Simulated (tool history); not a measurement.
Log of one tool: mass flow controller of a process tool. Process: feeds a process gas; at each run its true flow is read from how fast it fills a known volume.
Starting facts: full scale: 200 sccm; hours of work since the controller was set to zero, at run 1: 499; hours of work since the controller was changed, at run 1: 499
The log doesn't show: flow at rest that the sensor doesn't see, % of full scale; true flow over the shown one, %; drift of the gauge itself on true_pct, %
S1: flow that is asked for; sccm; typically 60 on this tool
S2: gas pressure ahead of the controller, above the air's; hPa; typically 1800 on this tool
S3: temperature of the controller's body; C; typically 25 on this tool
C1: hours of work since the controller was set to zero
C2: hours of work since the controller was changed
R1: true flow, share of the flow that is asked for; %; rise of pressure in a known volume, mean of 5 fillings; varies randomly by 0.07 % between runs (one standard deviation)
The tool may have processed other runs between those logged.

run,hour,S1,S2,S3,C1,C2,R1
1,0.0,60,1800,25,499,499,99.46
2,141.3,60,2410,25,597,597,99.24
3,408.6,60,2410,25,781,781,99.11
4,546.6,61,1800,25,877,877,99.69
5,703.5,38,1800,25,985,985,99.81
6,892.2,38,1800,25,1115,1115,99.72
7,1030.9,38,1800,25,1211,1211,99.77
8,1296.9,38,1800,25,1395,1395,100.00
9,1516.8,38,1900,25,1546,1546,99.79
10,1711.4,30,1900,25,1681,1681,99.99
11,1905.2,30,1900,25,1815,1815,100.29
12,2062.8,30,1900,25,1923,1923,100.30
13,2197.7,30,1900,25,2017,2017,100.26
14,2455.9,30,1900,25,2195,2195,100.26
15,2695.8,30,1900,25,2360,2360,100.53
16,2868.0,30,1900,25,2479,2479,100.48
17,3101.1,60,2580,25,2640,2640,99.76
18,3265.4,60,1800,25,2754,2754,100.36
19,3489.7,60,1800,25,2909,2909,100.40
20,3735.1,60,1800,25,3078,3078,100.54
21,3876.7,170,1800,25,3176,3176,100.58
22,4075.9,170,1460,25,3313,3313,100.75
23,4223.7,170,2490,25,3415,3415,100.28
24,4348.5,170,2490,36,3502,3502,100.64
25,4507.4,165,2100,26,3611,3611,100.51
26,4734.0,66,2000,27,3768,3768,100.42
27,4939.9,66,1970,23,3910,3910,100.52
28,5112.0,60,1800,35,4029,4029,100.94
29,5264.1,60,1800,35,4134,4134,101.12
30,5468.6,60,2180,34,4275,4275,100.92
31,5630.2,60,2180,34,4387,4387,100.98
32,5769.7,91,1440,26,4483,4483,100.97
33,5897.7,22,1490,26,4571,4571,102.55
34,6035.9,22,1490,36,4667,4667,102.87
35,6229.3,45,2020,27,4800,4800,101.07
36,6410.4,45,2020,27,4925,4925,101.18
37,6649.5,45,2510,27,5090,5090,100.95
38,6889.7,152,1490,28,5256,5256,101.28
39,7161.4,32,1790,25,5444,5444,102.06
40,7358.7,84,1790,26,5580,5580,101.19
41,7536.1,84,1790,26,5703,5703,101.23
# hour 7643.8: controller's zero set anew
42,7766.5,60,1710,32,85,5861,100.49
43,7932.2,83,1440,37,199,5976,100.78
44,8116.7,83,1440,37,327,6103,100.95
45,8329.3,24,1440,22,473,6250,100.52
46,8453.4,24,2750,22,559,6336,99.83
47,8661.3,24,2750,22,703,6479,99.89

Each row is a separate what-if for the run after 47, all from the same tool condition, not one after another. Results?
A,8891.6,65,2750,22,862,6638,?
B,8891.6,130,1610,26,862,6638,?
C,8891.6,45,2450,22,862,6638,?

run,R1
A,99.87
B,100.80
C,99.94
Take away the tool's hidden state, keep each run's random variation, and the runs would have read:
run,R1
A,98.78
B,99.83
C,98.75
